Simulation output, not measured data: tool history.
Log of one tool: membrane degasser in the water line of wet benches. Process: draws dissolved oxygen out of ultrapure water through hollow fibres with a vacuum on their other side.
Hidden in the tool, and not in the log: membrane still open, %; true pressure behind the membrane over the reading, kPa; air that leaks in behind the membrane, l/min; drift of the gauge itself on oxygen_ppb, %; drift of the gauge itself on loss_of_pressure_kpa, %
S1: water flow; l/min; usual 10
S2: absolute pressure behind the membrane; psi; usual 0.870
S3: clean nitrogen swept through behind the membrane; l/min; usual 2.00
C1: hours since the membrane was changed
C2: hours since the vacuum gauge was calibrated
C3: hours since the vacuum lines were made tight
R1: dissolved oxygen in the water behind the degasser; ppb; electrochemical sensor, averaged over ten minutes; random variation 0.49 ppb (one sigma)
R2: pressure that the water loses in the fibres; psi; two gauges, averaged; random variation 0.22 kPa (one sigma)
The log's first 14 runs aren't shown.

run 15 hour=501.0 | S1=10 S2=0.870 S3=4.76 | C1=2886 C2=2777 C3=165 | R1=18.6 R2=8.063
run 16 hour=550.6 | S1=10 S2=0.870 S3=4.76 | C1=2935 C2=2827 C3=214 | R1=18.6 R2=8.093
run 17 hour=580.8 | S1=10 S2=1.243 S3=2.00 | C1=2966 C2=2857 C3=244 | R1=69.6 R2=8.015
run 18 hour=630.5 | S1=10 S2=0.870 S3=4.88 | C1=3015 C2=2906 C3=294 | R1=18.6 R2=8.086
run 19 hour=660.5 | S1=13 S2=0.703 S3=1.13 | C1=3045 C2=2936 C3=324 | R1=64.1 R2=10.485
run 20 hour=700.5 | S1=13 S2=0.703 S3=1.13 | C1=3085 C2=2976 C3=364 | R1=63.3 R2=10.438
run 21 hour=753.7 | S1=13 S2=0.703 S3=1.13 | C1=3138 C2=3030 C3=417 | R1=62.2 R2=10.480
run 22 hour=781.1 | S1=11 S2=1.379 S3=2.23 | C1=3166 C2=3057 C3=445 | R1=84.7 R2=8.930
run 23 hour=823.5 | S1=15 S2=0.677 S3=5.69 | C1=3208 C2=3099 C3=487 | R1=48.5 R2=12.160
run 24 hour=849.5 | S1=15 S2=0.677 S3=5.69 | C1=3234 C2=3125 C3=513 | R1=49.1 R2=12.193
run 25 hour=888.5 | S1=7 S2=2.151 S3=2.98 | C1=3273 C2=3164 C3=552 | R1=67.5 R2=5.667
run 26 hour=948.5 | S1=11 S2=0.879 S3=2.00 | C1=3333 C2=3224 C3=612 | R1=45.7 R2=8.879
run 27 hour=1007.5 | S1=7 S2=0.870 S3=1.24 | C1=3392 C2=3283 C3=671 | R1=38.1 R2=5.648
run 28 hour=1049.7 | S1=10 S2=1.639 S3=1.73 | C1=3435 C2=3326 C3=713 | R1=117.4 R2=8.066
run 29 hour=1102.5 | S1=10 S2=1.639 S3=1.73 | C1=3487 C2=3378 C3=766 | R1=114.9 R2=8.100
run 30 hour=1161.9 | S1=6 S2=1.034 S3=1.22 | C1=3547 C2=3438 C3=825 | R1=47.1 R2=4.825
run 31 hour=1192.2 | S1=13 S2=1.286 S3=2.00 | C1=3577 C2=3468 C3=856 | R1=108.4 R2=10.537
run 32 hour=1223.2 | S1=13 S2=1.286 S3=2.00 | C1=3608 C2=3499 C3=887 | R1=107.1 R2=10.479
run 33 hour=1277.1 | S1=10 S2=0.763 S3=2.51 | C1=3662 C2=3553 C3=941 | R1=23.7 R2=8.071

3 ways to go on from here, each from the tool as it stands after run 33. What would each give?
run A hour=1305.9 | S1=11 S2=0.870 S3=1.32 | C1=3691 C2=3582 C3=969 | R1=? R2=?
run B hour=1305.9 | S1=9 S2=1.775 S3=1.97 | C1=3691 C2=3582 C3=969 | R1=? R2=?
run C hour=1305.9 | S1=10 S2=0.870 S3=4.86 | C1=3691 C2=3582 C3=969 | R1=? R2=?

run=A R1=62.0 R2=8.882
run=B R1=102.3 R2=7.268
run=C R1=18.4 R2=8.153
Without the tool's hidden state the same runs would have given:
run=A R1=61.9 R2=8.881
run=B R1=102.3 R2=7.265
run=C R1=18.3 R2=8.151
